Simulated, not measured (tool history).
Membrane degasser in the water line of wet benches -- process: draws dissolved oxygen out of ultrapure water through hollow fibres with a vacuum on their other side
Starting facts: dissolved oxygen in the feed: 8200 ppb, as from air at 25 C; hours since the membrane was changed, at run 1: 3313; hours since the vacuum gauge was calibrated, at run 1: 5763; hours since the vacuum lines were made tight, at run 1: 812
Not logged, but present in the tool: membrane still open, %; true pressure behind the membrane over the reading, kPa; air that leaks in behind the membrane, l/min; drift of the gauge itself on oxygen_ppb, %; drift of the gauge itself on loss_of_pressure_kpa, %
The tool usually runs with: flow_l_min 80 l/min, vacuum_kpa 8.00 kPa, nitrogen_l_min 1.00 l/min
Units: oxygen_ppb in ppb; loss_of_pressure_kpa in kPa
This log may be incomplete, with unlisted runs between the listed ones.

run	hour	flow_l_min	vacuum_kpa	nitrogen_l_min	hours since the membrane was changed	hours since the vacuum gauge was calibrated	hours since the vacuum lines were made tight	oxygen_ppb	loss_of_pressure_kpa
1	0.0	80	8.00	1.00	3313	5763	812	641.3	48.50
2	56.2	80	8.00	1.00	3369	5820	868	648.2	48.34
3	135.7	80	8.00	1.00	3448	5899	948	634.2	48.72
4	199.9	80	9.28	1.00	3513	5963	1012	796.0	49.03
5	295.1	80	8.00	1.00	3608	6058	1107	637.2	48.46
6	355.6	80	8.00	1.00	3668	6119	1168	643.5	48.76
7	421.7	80	8.00	1.00	3734	6185	1234	641.0	49.04
8	480.0	80	8.00	1.00	3793	6243	1292	648.1	48.64
9	541.3	80	19.78	1.00	3854	6305	1354	1882.9	48.79
10	592.3	80	19.78	1.00	3905	6356	1405	1903.9	49.02
11	663.4	80	13.24	1.00	3976	6427	1476	1236.2	49.25
12	738.6	80	13.24	1.00	4051	6502	1551	1224.9	49.06
13	815.6	80	13.24	1.00	4128	6579	1628	1235.2	49.01
14	857.3	80	8.00	1.76	4170	6621	1670	443.6	48.95
15	946.0	80	8.00	1.00	4259	6709	1758	645.0	48.82
# hour 951.0: vacuum gauge calibrated
16	999.2	49	8.00	1.00	4311	48	1811	469.1	29.87
17	1042.4	49	8.00	1.00	4355	91	1854	465.2	30.07

Run 18 has not been measured yet. What should we expect?
18	1109.7	49	8.00	1.00	4422	159	1921	?	?

Run 18 came out at oxygen_ppb 466.0 ppb, loss_of_pressure_kpa 30.22 kPa.
If the tool had no hidden condition, the same run with the same run-to-run variation would have returned oxygen_ppb 434.9 ppb, loss_of_pressure_kpa 28.99 kPa.
